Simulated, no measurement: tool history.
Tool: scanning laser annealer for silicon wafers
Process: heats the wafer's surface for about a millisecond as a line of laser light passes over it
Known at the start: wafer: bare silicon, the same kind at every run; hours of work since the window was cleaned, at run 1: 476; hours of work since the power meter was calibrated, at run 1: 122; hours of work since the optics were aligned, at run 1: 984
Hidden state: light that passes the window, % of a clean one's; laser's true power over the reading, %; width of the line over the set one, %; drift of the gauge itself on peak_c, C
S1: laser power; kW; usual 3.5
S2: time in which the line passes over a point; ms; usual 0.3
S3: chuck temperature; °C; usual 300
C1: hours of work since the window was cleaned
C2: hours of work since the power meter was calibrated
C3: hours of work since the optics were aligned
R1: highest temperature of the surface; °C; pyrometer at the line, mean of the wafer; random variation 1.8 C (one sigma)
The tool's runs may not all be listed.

run,hour,S1,S2,S3,C1,C2,C3,R1
1,0,3.5,0.3,300,476,122,984,1031
2,7.1,3.5,0.3,300,481,127,989,1032
3,14.5,3.5,0.3,300,485,131,994,1032
4,19.8,3.5,0.3,300,489,135,997,1034
5,25.1,3.5,0.3,284,492,138,1001,1017
6,31.6,3.5,0.3,305,496,142,1005,1036
# hour 42.1: optics aligned, line set to its width
7,44.5,3.5,0.3,305,501,147,2,1050
8,51.5,3.5,0.3,300,506,152,6,1041
9,56.9,3.5,0.3,300,509,155,9,1042
10,65.4,3.5,0.3,300,515,161,15,1040
11,71.7,3.5,0.3,300,519,165,19,1042
12,77,3.113,0.259,318,522,168,22,931
# hour 80.8: laser's power meter calibrated
13,84.5,3.113,0.259,318,525,2,25,930
14,91.9,3.5,0.29,329,530,7,30,1060
15,95.9,3.5,0.29,329,532,10,33,1062
16,103.7,3.5,0.29,329,537,15,38,1060
17,110.4,3.5,0.29,329,542,19,42,1061
18,117.1,3.5,0.29,329,546,23,46,1060
19,126.1,3.5,0.265,331,552,29,52,1034

The same runs without the tool's hidden state, with the same run-to-run variation:
run,R1
1,1071
2,1072
3,1072
4,1074
5,1058
6,1077
7,1079
8,1071
9,1072
10,1070
11,1073
12,957
13,955
14,1090
15,1092
16,1090
17,1091
18,1092
19,1065
